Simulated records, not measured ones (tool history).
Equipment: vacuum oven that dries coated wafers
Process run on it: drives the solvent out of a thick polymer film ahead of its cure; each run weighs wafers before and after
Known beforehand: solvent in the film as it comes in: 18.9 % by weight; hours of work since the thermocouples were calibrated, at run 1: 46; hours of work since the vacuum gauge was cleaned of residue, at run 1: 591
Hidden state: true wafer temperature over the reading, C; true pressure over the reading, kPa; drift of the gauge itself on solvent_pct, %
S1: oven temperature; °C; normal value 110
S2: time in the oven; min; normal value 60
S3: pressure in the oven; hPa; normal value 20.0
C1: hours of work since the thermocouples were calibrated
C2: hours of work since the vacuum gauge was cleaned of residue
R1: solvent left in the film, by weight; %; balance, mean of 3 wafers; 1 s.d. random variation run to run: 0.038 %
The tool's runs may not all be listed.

{"run": 1, "day": 0.0, "S1": 110, "S2": 60, "S3": 20.0, "C1": 46, "C2": 591, "R1": 2.66}
{"run": 2, "day": 2.729, "S1": 110, "S2": 60, "S3": 20.0, "C1": 95, "C2": 640, "R1": 2.71}
{"run": 3, "day": 7.638, "S1": 110, "S2": 60, "S3": 20.0, "C1": 183, "C2": 729, "R1": 2.74}
{"run": 4, "day": 10.833, "S1": 110, "S2": 60, "S3": 20.0, "C1": 241, "C2": 786, "R1": 2.62}
{"run": 5, "day": 13.271, "S1": 110, "S2": 75, "S3": 20.0, "C1": 284, "C2": 830, "R1": 1.95}
{"run": 6, "day": 17.788, "S1": 110, "S2": 60, "S3": 20.0, "C1": 366, "C2": 911, "R1": 2.69}
{"run": 7, "day": 20.804, "S1": 110, "S2": 60, "S3": 20.0, "C1": 420, "C2": 965, "R1": 2.57}
{"run": 8, "day": 24.812, "S1": 110, "S2": 60, "S3": 20.0, "C1": 492, "C2": 1038, "R1": 2.67}
{"run": 9, "day": 30.112, "S1": 110, "S2": 60, "S3": 20.0, "C1": 588, "C2": 1133, "R1": 2.62}
{"run": 10, "day": 34.654, "S1": 110, "S2": 60, "S3": 42.5, "C1": 669, "C2": 1215, "R1": 3.27}
{"run": 11, "day": 39.846, "S1": 110, "S2": 60, "S3": 14.7, "C1": 763, "C2": 1308, "R1": 2.38}
{"run": 12, "day": 43.067, "S1": 110, "S2": 60, "S3": 14.7, "C1": 821, "C2": 1366, "R1": 2.44}
{"run": 13, "day": 46.838, "S1": 110, "S2": 60, "S3": 20.0, "C1": 889, "C2": 1434, "R1": 2.54}
{"run": 14, "day": 50.071, "S1": 110, "S2": 60, "S3": 20.0, "C1": 947, "C2": 1492, "R1": 2.48}
{"run": 15, "day": 52.829, "S1": 110, "S2": 60, "S3": 20.0, "C1": 996, "C2": 1542, "R1": 2.58}
{"run": 16, "day": 57.7, "S1": 110, "S2": 60, "S3": 20.0, "C1": 1084, "C2": 1630, "R1": 2.54}
{"run": 17, "day": 61.508, "S1": 98, "S2": 83, "S3": 21.0, "C1": 1153, "C2": 1698, "R1": 3.43}
{"run": 18, "day": 65.562, "S1": 110, "S2": 90, "S3": 36.7, "C1": 1226, "C2": 1771, "R1": 1.95}
{"run": 19, "day": 68.658, "S1": 110, "S2": 37, "S3": 16.4, "C1": 1281, "C2": 1827, "R1": 4.53}
{"run": 20, "day": 70.879, "S1": 112, "S2": 54, "S3": 22.5, "C1": 1321, "C2": 1867, "R1": 2.65}
{"run": 21, "day": 74.229, "S1": 112, "S2": 54, "S3": 22.5, "C1": 1382, "C2": 1927, "R1": 2.6}
{"day": 78.333, "done": "vacuum gauge cleaned of residue and calibrated"}
{"day": 79.121, "done": "oven's thermocouples calibrated"}
{"run": 22, "day": 79.529, "S1": 112, "S2": 54, "S3": 22.5, "C1": 7, "C2": 20, "R1": 2.87}
{"run": 23, "day": 83.612, "S1": 98, "S2": 60, "S3": 16.7, "C1": 81, "C2": 94, "R1": 5.05}
{"run": 24, "day": 87.05, "S1": 117, "S2": 35, "S3": 14.2, "C1": 143, "C2": 155, "R1": 3.71}
{"run": 25, "day": 90.571, "S1": 117, "S2": 35, "S3": 14.2, "C1": 206, "C2": 219, "R1": 3.68}
{"run": 26, "day": 95.533, "S1": 117, "S2": 35, "S3": 14.2, "C1": 295, "C2": 308, "R1": 3.64}
{"run": 27, "day": 98.029, "S1": 117, "S2": 35, "S3": 14.2, "C1": 340, "C2": 353, "R1": 3.71}
{"run": 28, "day": 103.108, "S1": 110, "S2": 60, "S3": 17.3, "C1": 432, "C2": 444, "R1": 2.56}
{"run": 29, "day": 107.746, "S1": 110, "S2": 60, "S3": 17.3, "C1": 515, "C2": 528, "R1": 2.53}
{"run": 30, "day": 111.304, "S1": 106, "S2": 101, "S3": 77.1, "C1": 579, "C2": 592, "R1": 3.72}
{"run": 31, "day": 115.675, "S1": 106, "S2": 101, "S3": 77.1, "C1": 658, "C2": 671, "R1": 3.78}

4 ways to go on from here, each from the tool as it stands after run 31. What would each give?
{"run": "A", "day": 118.821, "S1": 101, "S2": 60, "S3": 20.0, "C1": 715, "C2": 727, "R1": "?"}
{"run": "B", "day": 118.821, "S1": 101, "S2": 101, "S3": 61.9, "C1": 715, "C2": 727, "R1": "?"}
{"run": "C", "day": 118.821, "S1": 106, "S2": 101, "S3": 50.3, "C1": 715, "C2": 727, "R1": "?"}
{"run": "D", "day": 118.821, "S1": 106, "S2": 31, "S3": 77.1, "C1": 715, "C2": 727, "R1": "?"}

run=A R1=4.38
run=B R1=4.15
run=C R1=2.79
run=D R1=8.28
With no hidden state in the tool, these same runs would have given:
run=A R1=4.48
run=B R1=4.23
run=C R1=2.84
run=D R1=8.42

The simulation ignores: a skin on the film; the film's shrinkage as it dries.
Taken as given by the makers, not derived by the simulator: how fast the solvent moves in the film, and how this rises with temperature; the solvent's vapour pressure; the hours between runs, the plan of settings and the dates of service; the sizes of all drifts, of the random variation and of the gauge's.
